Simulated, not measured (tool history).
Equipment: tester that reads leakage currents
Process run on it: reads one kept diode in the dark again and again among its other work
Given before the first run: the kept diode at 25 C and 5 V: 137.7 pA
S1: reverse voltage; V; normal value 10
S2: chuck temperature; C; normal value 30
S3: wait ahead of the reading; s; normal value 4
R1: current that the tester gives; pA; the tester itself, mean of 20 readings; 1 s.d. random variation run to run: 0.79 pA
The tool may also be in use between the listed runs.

| run | hour | S1 | S2 | S3 | R1 |
|---|---|---|---|---|---|
| 1 | 0 | 10 | 30 | 4 | 290.54 |
| 2 | 47 | 10 | 23 | 4 | 172.65 |
| 3 | 74.7 | 10 | 23 | 4 | 172.14 |
| 4 | 97.7 | 10 | 23 | 4 | 172.5 |
| 5 | 123.9 | 10 | 23 | 4 | 172.33 |
| 6 | 145.1 | 12.6 | 30 | 4 | 318 |
| 7 | 184.5 | 10 | 30 | 4 | 291.5 |
| 8 | 218 | 10 | 30 | 4 | 290.79 |
| 9 | 254.9 | 10 | 30 | 4 | 292.43 |
| 10 | 276.4 | 10 | 30 | 4 | 292.8 |
| 11 | 300 | 10 | 30 | 4 | 293 |
| 12 | 321.9 | 10 | 30 | 4 | 292.34 |
| 13 | 359.6 | 10 | 30 | 4 | 294.01 |
| 14 | 404.3 | 10 | 30 | 4 | 291.91 |
| 15 | 444.2 | 10 | 35 | 4 | 422.24 |
| 16 | 476 | 10 | 30 | 1.11 | 291.87 |
| 17 | 522.1 | 10 | 30 | 1.11 | 292.95 |
| 18 | 556.7 | 10 | 30 | 1.11 | 293.99 |
| 19 | 578.4 | 10 | 30 | 4.37 | 294.08 |
| 20 | 602.3 | 4.6 | 30 | 4.37 | 217.82 |
| 21 | 622.8 | 14.2 | 53 | 0.47 | 1693.04 |
| 22 | 642.1 | 10 | 54 | 0.54 | 1597.46 |
| 23 | 665.3 | 10 | 54 | 0.54 | 1600.2 |
| 24 | 693.1 | 2.7 | 30 | 0.58 | 178.85 |
| 25 | 734.2 | 3.6 | 30 | 0.58 | 199.7 |
| 26 | 755 | 4.9 | 21 | 3.67 | 112.6 |
| 27 | 777.7 | 10 | 30 | 1.16 | 294.65 |
| 28 | 817.9 | 3.3 | 30 | 1.16 | 192.8 |
| 29 | 849.8 | 10 | 33 | 4 | 352.84 |
| 30 | 896.8 | 19.8 | 32 | 4 | 418.59 |
| 31 | 917.9 | 7.9 | 24 | 4 | 159.01 |
| 32 | 944.3 | 3.5 | 44 | 7.44 | 546.91 |
| 33 | 981.1 | 3.5 | 44 | 7.44 | 549 |
| 34 | 1015.2 | 3.5 | 44 | 7.44 | 544.85 |
| 35 | 1035.7 | 6.5 | 36 | 0.37 | 380.75 |
| 36 | 1061.3 | 6.5 | 36 | 0.37 | 382.13 |
| 37 | 1092.7 | 17.5 | 36 | 0.63 | 544.75 |
| 38 | 1112.9 | 17.5 | 36 | 0.63 | 542.02 |
| 39 | 1148.7 | 17.5 | 36 | 0.63 | 543.82 |

Withheld: 3 entries from between the runs. Position of each, and hidden state at the listed run before versus the listed run after:
After run 12, before run 13: tester calibrated (hour 327.5)
  stray current of the dirty probe card, pA a volt: 1.498 -> 1.506; current scale over the true one, %: 0.27 -> 0.32; true chuck temperature over the reading, C: 0.66 -> 0.67
  measured result minus the result with no hidden state, R1: +29.55 -> +30.04 pA
After run 13, before run 14: tester calibrated, once more (hour 403.3)
  stray current of the dirty probe card, pA a volt: 1.506 -> 1.516; current scale over the true one, %: 0.32 -> -0.16; true chuck temperature over the reading, C: 0.67 -> 0.68
  measured result minus the result with no hidden state, R1: +30.04 -> +28.8 pA
After run 28, before run 29: probe card cleaned and baked (hour 831)
  stray current of the dirty probe card, pA a volt: 1.612 -> 0.026
  measured result minus the result with no hidden state, R1: +15.89 -> +19.88 pA
